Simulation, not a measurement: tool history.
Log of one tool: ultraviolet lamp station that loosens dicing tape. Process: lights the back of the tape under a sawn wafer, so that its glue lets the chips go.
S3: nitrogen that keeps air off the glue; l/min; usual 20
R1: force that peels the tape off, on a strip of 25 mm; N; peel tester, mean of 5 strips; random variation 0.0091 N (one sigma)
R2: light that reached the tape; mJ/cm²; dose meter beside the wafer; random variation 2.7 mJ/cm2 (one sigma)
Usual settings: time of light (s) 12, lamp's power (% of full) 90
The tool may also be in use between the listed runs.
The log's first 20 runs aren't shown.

{"run": 21, "day": 45.696, "time of light (s)": 12, "lamp's power (% of full)": 72, "S3": 20, "R1": 0.755, "R2": 213}
{"run": 22, "day": 47.05, "time of light (s)": 12, "lamp's power (% of full)": 73, "S3": 24, "R1": 0.708, "R2": 213}
{"run": 23, "day": 49.683, "time of light (s)": 12, "lamp's power (% of full)": 73, "S3": 24, "R1": 0.716, "R2": 208}
{"day": 49.979, "done": "window cleaned of glue's vapour"}
{"run": 24, "day": 51.2, "time of light (s)": 12, "lamp's power (% of full)": 73, "S3": 13, "R1": 0.827, "R2": 236}
{"run": 25, "day": 52.658, "time of light (s)": 12, "lamp's power (% of full)": 73, "S3": 13, "R1": 0.847, "R2": 231}
{"run": 26, "day": 55.617, "time of light (s)": 12, "lamp's power (% of full)": 73, "S3": 13, "R1": 0.912, "R2": 218}
{"run": 27, "day": 57.658, "time of light (s)": 19, "lamp's power (% of full)": 65, "S3": 8, "R1": 0.799, "R2": 299}
{"run": 28, "day": 60.446, "time of light (s)": 12, "lamp's power (% of full)": 62, "S3": 33, "R1": 0.808, "R2": 174}
{"run": 29, "day": 63.058, "time of light (s)": 8, "lamp's power (% of full)": 85, "S3": 20, "R1": 1.076, "R2": 152}
{"run": 30, "day": 65.254, "time of light (s)": 10, "lamp's power (% of full)": 61, "S3": 15, "R1": 1.396, "R2": 133}
{"run": 31, "day": 67.033, "time of light (s)": 19, "lamp's power (% of full)": 76, "S3": 33, "R1": 0.351, "R2": 306}
{"day": 67.233, "done": "window cleaned of glue's vapour"}
{"run": 32, "day": 69.233, "time of light (s)": 9, "lamp's power (% of full)": 88, "S3": 22, "R1": 0.849, "R2": 190}
{"run": 33, "day": 70.767, "time of light (s)": 9, "lamp's power (% of full)": 88, "S3": 22, "R1": 0.83, "R2": 185}
{"run": 34, "day": 72.692, "time of light (s)": 10, "lamp's power (% of full)": 73, "S3": 11, "R1": 1.275, "R2": 168}
{"run": 35, "day": 74.096, "time of light (s)": 11, "lamp's power (% of full)": 79, "S3": 17, "R1": 0.918, "R2": 195}
{"run": 36, "day": 75.867, "time of light (s)": 19, "lamp's power (% of full)": 73, "S3": 21, "R1": 0.464, "R2": 299}
{"run": 37, "day": 78.112, "time of light (s)": 9, "lamp's power (% of full)": 72, "S3": 14, "R1": 1.44, "R2": 137}
{"run": 38, "day": 79.779, "time of light (s)": 9, "lamp's power (% of full)": 72, "S3": 14, "R1": 1.411, "R2": 134}
{"run": 39, "day": 82.092, "time of light (s)": 9, "lamp's power (% of full)": 72, "S3": 14, "R1": 1.471, "R2": 129}
{"day": 84.571, "done": "window cleaned of glue's vapour"}
{"run": 40, "day": 84.921, "time of light (s)": 10, "lamp's power (% of full)": 90, "S3": 11, "R1": 1.075, "R2": 204}
{"run": 41, "day": 87.312, "time of light (s)": 10, "lamp's power (% of full)": 90, "S3": 11, "R1": 1.124, "R2": 196}
{"run": 42, "day": 89.142, "time of light (s)": 6, "lamp's power (% of full)": 96, "S3": 15, "R1": 1.424, "R2": 122}

3 ways to go on from here, each from the tool as it stands after run 42. What would each give?
{"run": "A", "day": 91.0, "time of light (s)": 12, "lamp's power (% of full)": 83, "S3": 29, "R1": "?", "R2": "?"}
{"run": "B", "day": 91.0, "time of light (s)": 10, "lamp's power (% of full)": 71, "S3": 7, "R1": "?", "R2": "?"}
{"run": "C", "day": 91.0, "time of light (s)": 12, "lamp's power (% of full)": 83, "S3": 20, "R1": "?", "R2": "?"}

run=A R1=0.701 R2=204
run=B R1=1.667 R2=147
run=C R1=0.82 R2=201
Without the tool's hidden state the same runs would have given:
run=A R1=0.363 R2=326
run=B R1=1.151 R2=234
run=C R1=0.43 R2=322
